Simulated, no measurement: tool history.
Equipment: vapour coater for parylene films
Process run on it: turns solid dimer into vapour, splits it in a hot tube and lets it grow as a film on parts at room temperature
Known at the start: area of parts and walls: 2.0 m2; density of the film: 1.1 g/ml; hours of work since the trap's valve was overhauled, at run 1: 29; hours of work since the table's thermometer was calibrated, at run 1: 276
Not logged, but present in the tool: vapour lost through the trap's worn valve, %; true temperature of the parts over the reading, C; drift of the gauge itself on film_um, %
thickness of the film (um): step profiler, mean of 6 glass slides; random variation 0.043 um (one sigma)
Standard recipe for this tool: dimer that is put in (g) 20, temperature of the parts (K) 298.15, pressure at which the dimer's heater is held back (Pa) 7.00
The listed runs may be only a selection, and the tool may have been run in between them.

run     day  dimer that is put in (g)  temperature of the parts (K)  pressure at which the dimer's heater is held back (Pa)  hours of work since the trap's valve was overhauled  hours of work since the table's thermometer was calibrated  thickness of the film (um)
  1   0.000                        20                        298.15                                                    7.00                                                   29                                                         276                        6.69
  2   1.317                        20                        298.15                                                    2.37                                                   48                                                         295                        7.51
  3   2.100                        20                        298.15                                                    4.09                                                   59                                                         306                        7.19
  4   2.762                        20                        309.15                                                    7.00                                                   68                                                         315                        4.74
  5   3.458                        20                        309.15                                                    7.00                                                   78                                                         325                        4.80
  6   4.258                        20                        307.15                                                    7.00                                                   90                                                         337                        5.02
  7   4.962                        20                        307.15                                                    7.00                                                  100                                                         347                        4.98
  8   6.400                         9                        298.15                                                    7.00                                                  120                                                         367                        2.93
  9   7.779                         9                        298.15                                                    7.00                                                  140                                                         387                        2.91
 10   9.079                         9                        298.15                                                    7.00                                                  159                                                         406                        2.89
 11  10.350                         9                        298.15                                                    7.00                                                  177                                                         424                        2.93
 12  11.133                         9                        298.15                                                    7.00                                                  188                                                         435                        2.95
 13  12.296                         9                        298.15                                                    7.00                                                  205                                                         452                        2.86
 14  13.250                        20                        298.15                                                    7.00                                                  218                                                         465                        6.40
 15  14.029                        20                        298.15                                                    7.00                                                  230                                                         477                        6.40
 16  14.942                        20                        298.15                                                    7.00                                                  243                                                         490                        6.38
 17  15.925                        20                        298.15                                                    7.00                                                  257                                                         504                        6.38
 18  16.854                        20                        298.15                                                    7.00                                                  270                                                         517                        6.33
 19  18.188                        20                        298.15                                                    7.00                                                  289                                                         536                        6.29
 20  19.179                        20                        298.15                                                    4.29                                                  303                                                         550                        6.64
 21  20.208                        20                        298.15                                                    4.29                                                  318                                                         565                        6.64
 22  21.104                        20                        298.15                                                    7.00                                                  331                                                         578                        6.19
 23  22.167                        20                        298.15                                                    7.00                                                  346                                                         593                        6.18
 24  22.854                        33                        298.15                                                    7.00                                                  356                                                         603                       10.24
 25  24.362                        33                        298.15                                                    7.00                                                  377                                                         624                       10.05

For run 26, what comes out?
 26  25.804                        33                        298.15                                                    7.00                                                  398                                                         645                           ?

{"run 26": {"thickness of the film (um)": 10.11}}
Had the tool carried no hidden state, the very same run would have given thickness of the film (um) 11.08.
